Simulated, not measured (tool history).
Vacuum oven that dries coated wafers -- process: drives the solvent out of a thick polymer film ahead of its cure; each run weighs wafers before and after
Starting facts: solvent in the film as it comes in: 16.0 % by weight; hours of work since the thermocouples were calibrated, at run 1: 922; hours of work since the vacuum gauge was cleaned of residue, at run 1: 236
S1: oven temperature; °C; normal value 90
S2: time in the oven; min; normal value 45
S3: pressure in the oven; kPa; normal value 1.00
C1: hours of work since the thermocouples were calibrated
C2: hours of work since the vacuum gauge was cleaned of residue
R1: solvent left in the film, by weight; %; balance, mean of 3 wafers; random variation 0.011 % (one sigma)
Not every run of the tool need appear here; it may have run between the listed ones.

| run | hour | S1 | S2 | S3 | C1 | C2 | R1 |
|---|---|---|---|---|---|---|---|
| 1 | 0.0 | 90 | 45 | 1.00 | 922 | 236 | 1.03 |
|  | 24.7 | oven's thermocouples calibrated |
| 2 | 24.7 | 90 | 45 | 1.00 | 0 | 251 | 0.95 |
| 3 | 54.2 | 90 | 45 | 1.00 | 19 | 270 | 0.98 |
| 4 | 93.2 | 90 | 45 | 1.00 | 44 | 295 | 0.95 |
| 5 | 135.7 | 90 | 45 | 1.00 | 71 | 322 | 0.96 |
| 6 | 178.4 | 90 | 45 | 1.00 | 99 | 349 | 0.96 |
| 7 | 203.8 | 90 | 31 | 1.00 | 115 | 366 | 2.00 |
|  | 247.6 | oven's thermocouples calibrated, once more |
| 8 | 251.0 | 79 | 80 | 0.98 | 2 | 395 | 1.24 |
| 9 | 279.3 | 79 | 80 | 0.98 | 20 | 413 | 1.18 |
| 10 | 304.1 | 79 | 80 | 0.98 | 36 | 429 | 1.20 |
| 11 | 328.8 | 102 | 44 | 1.00 | 52 | 445 | 0.41 |
| 12 | 353.4 | 101 | 24 | 1.52 | 68 | 461 | 1.86 |
| 13 | 383.1 | 88 | 70 | 1.00 | 87 | 480 | 0.63 |

Branching from run 13: 4 alternative next runs. What would each branch give?
| A | 420.6 | 89 | 71 | 0.91 | 111 | 504 | ? |
| B | 420.6 | 85 | 70 | 2.62 | 111 | 504 | ? |
| C | 420.6 | 87 | 45 | 0.74 | 111 | 504 | ? |
| D | 420.6 | 90 | 45 | 0.98 | 111 | 504 | ? |

| run | R1 |
|---|---|
| A | 0.51 |
| B | 1.25 |
| C | 1.65 |
| D | 1.32 |
Without the tool's hidden state the same runs would have given:
| run | R1 |
|---|---|
| A | 0.46 |
| B | 1.19 |
| C | 1.60 |
| D | 1.27 |
